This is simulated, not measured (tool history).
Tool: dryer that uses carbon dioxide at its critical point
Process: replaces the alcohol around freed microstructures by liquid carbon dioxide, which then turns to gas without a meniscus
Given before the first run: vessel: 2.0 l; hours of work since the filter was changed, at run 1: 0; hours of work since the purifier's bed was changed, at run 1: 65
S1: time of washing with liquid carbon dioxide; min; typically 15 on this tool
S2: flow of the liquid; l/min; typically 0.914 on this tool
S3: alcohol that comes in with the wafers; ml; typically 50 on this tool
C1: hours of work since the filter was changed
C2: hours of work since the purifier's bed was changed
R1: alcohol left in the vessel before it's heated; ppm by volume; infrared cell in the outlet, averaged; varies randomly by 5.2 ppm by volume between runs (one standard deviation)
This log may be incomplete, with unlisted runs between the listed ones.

run 1 hour=0.0 | S1=15 S2=0.914 S3=50 | C1=0 C2=65 | R1=104
run 2 hour=14.1 | S1=15 S2=0.914 S3=50 | C1=10 C2=75 | R1=108
run 3 hour=25.6 | S1=10 S2=0.914 S3=50 | C1=18 C2=82 | R1=652
run 4 hour=39.4 | S1=10 S2=0.914 S3=50 | C1=27 C2=92 | R1=685
run 5 hour=57.5 | S1=9 S2=0.914 S3=50 | C1=39 C2=104 | R1=1020
run 6 hour=76.8 | S1=9 S2=0.914 S3=50 | C1=53 C2=118 | R1=1005
run 7 hour=102.3 | S1=19 S2=0.914 S3=50 | C1=70 C2=135 | R1=40
run 8 hour=125.8 | S1=19 S2=0.914 S3=50 | C1=86 C2=151 | R1=50
run 9 hour=141.5 | S1=19 S2=0.914 S3=50 | C1=97 C2=162 | R1=57
run 10 hour=157.4 | S1=15 S2=1.347 S3=50 | C1=108 C2=173 | R1=19
run 11 hour=169.2 | S1=12 S2=0.874 S3=89 | C1=116 C2=181 | R1=834
run 12 hour=193.0 | S1=14 S2=0.660 S3=115 | C1=132 C2=197 | R1=1855
run 13 hour=214.1 | S1=22 S2=1.023 S3=109 | C1=147 C2=212 | R1=35
run 14 hour=234.6 | S1=23 S2=0.869 S3=48 | C1=161 C2=226 | R1=38
run 15 hour=257.3 | S1=23 S2=0.869 S3=48 | C1=177 C2=242 | R1=33
run 16 hour=277.0 | S1=23 S2=0.914 S3=27 | C1=190 C2=255 | R1=22
run 17 hour=294.7 | S1=10 S2=1.400 S3=80 | C1=202 C2=267 | R1=241

Forecast each of these 3 alternatives for the next run:
run A hour=321.1 | S1=10 S2=0.954 S3=25 | C1=220 C2=285 | R1=?
run B hour=321.1 | S1=18 S2=1.070 S3=66 | C1=220 C2=285 | R1=?
run C hour=321.1 | S1=9 S2=0.914 S3=50 | C1=220 C2=285 | R1=?

run=A R1=392
run=B R1=53
run=C R1=1285
Without the tool's unlogged condition, the same runs would have read:
run=A R1=257
run=B R1=24
run=C R1=915

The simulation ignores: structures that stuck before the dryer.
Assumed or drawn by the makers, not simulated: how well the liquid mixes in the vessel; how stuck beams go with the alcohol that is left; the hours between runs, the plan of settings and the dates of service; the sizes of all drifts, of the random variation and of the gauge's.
